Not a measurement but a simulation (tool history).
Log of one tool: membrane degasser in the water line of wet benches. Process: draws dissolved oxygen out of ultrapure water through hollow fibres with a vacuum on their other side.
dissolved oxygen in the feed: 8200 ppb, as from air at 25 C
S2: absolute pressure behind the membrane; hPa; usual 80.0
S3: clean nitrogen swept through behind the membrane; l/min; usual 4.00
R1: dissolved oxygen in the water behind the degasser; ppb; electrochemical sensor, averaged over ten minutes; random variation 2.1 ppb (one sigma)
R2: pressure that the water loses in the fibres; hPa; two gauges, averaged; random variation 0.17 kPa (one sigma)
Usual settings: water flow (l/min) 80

run 1 day=0.000 | water_flow_(l/min)=80 S2=80.0 S3=4.00 | R1=217.2 R2=249.2
run 2 day=1.675 | water_flow_(l/min)=80 S2=80.0 S3=4.00 | R1=218.2 R2=252.5
run 3 day=3.342 | water_flow_(l/min)=80 S2=52.4 S3=4.00 | R1=101.0 R2=249.0
run 4 day=5.408 | water_flow_(l/min)=80 S2=80.0 S3=4.00 | R1=218.1 R2=251.0
run 5 day=7.079 | water_flow_(l/min)=80 S2=80.0 S3=9.56 | R1=103.6 R2=250.7
run 6 day=10.817 | water_flow_(l/min)=80 S2=80.0 S3=9.56 | R1=105.7 R2=253.2
run 7 day=13.304 | water_flow_(l/min)=107 S2=80.0 S3=4.00 | R1=299.2 R2=337.0
run 8 day=15.758 | water_flow_(l/min)=107 S2=80.0 S3=4.00 | R1=296.6 R2=337.3
run 9 day=19.158 | water_flow_(l/min)=80 S2=66.3 S3=4.00 | R1=160.9 R2=253.1
run 10 day=22.617 | water_flow_(l/min)=80 S2=80.0 S3=4.00 | R1=221.9 R2=252.5
run 11 day=26.262 | water_flow_(l/min)=80 S2=80.0 S3=4.00 | R1=217.7 R2=255.0
run 12 day=28.042 | water_flow_(l/min)=80 S2=80.0 S3=10.00 | R1=100.4 R2=251.9
run 13 day=31.679 | water_flow_(l/min)=92 S2=80.0 S3=4.00 | R1=253.8 R2=287.2
run 14 day=33.283 | water_flow_(l/min)=92 S2=80.0 S3=4.00 | R1=258.0 R2=292.6
run 15 day=35.471 | water_flow_(l/min)=92 S2=71.3 S3=4.00 | R1=214.9 R2=293.3
run 16 day=38.167 | water_flow_(l/min)=60 S2=71.3 S3=4.00 | R1=140.2 R2=191.7
run 17 day=41.550 | water_flow_(l/min)=60 S2=71.3 S3=4.00 | R1=140.0 R2=191.1
run 18 day=44.404 | water_flow_(l/min)=60 S2=71.3 S3=4.00 | R1=140.5 R2=188.7
run 19 day=46.304 | water_flow_(l/min)=60 S2=71.3 S3=4.00 | R1=137.6 R2=188.3
run 20 day=48.192 | water_flow_(l/min)=80 S2=102.2 S3=4.00 | R1=315.1 R2=250.0
run 21 day=50.808 | water_flow_(l/min)=90 S2=69.7 S3=4.00 | R1=203.7 R2=283.7
run 22 day=53.442 | water_flow_(l/min)=90 S2=69.7 S3=4.00 | R1=202.3 R2=283.4
run 23 day=55.142 | water_flow_(l/min)=80 S2=80.0 S3=3.69 | R1=238.1 R2=254.7
run 24 day=57.342 | water_flow_(l/min)=103 S2=52.5 S3=3.69 | R1=150.1 R2=325.5
run 25 day=60.212 | water_flow_(l/min)=103 S2=52.5 S3=3.69 | R1=150.3 R2=322.9
run 26 day=62.854 | water_flow_(l/min)=103 S2=52.5 S3=3.69 | R1=155.2 R2=325.7

Hidden state or all else? Some run-to-run changes of R1, split into what the settings, what came in and random variation would give without the hidden state, and what is left for the hidden state (with any gauge scatter that isn't in both results):
The hidden state here: membrane still open, %; true pressure behind the membrane over the reading, kPa; air that leaks in behind the membrane, l/min; drift of the gauge itself on oxygen_ppb, %; drift of the gauge itself on loss_of_pressure_kpa, %.
Run 6 -> 7: water flow (l/min) 80 -> 107, S3 9.56 -> 4.00. R1 +193.5 ppb: hidden state +2.8, all else +190.7.
Run 12 -> 13: water flow (l/min) 80 -> 92, S3 10.00 -> 4.00. R1 +153.4 ppb: hidden state +3.0, all else +150.4.
Run 19 -> 20: water flow (l/min) 60 -> 80, S2 71.3 -> 102.2. R1 +177.5 ppb: hidden state +1.6, all else +175.9.

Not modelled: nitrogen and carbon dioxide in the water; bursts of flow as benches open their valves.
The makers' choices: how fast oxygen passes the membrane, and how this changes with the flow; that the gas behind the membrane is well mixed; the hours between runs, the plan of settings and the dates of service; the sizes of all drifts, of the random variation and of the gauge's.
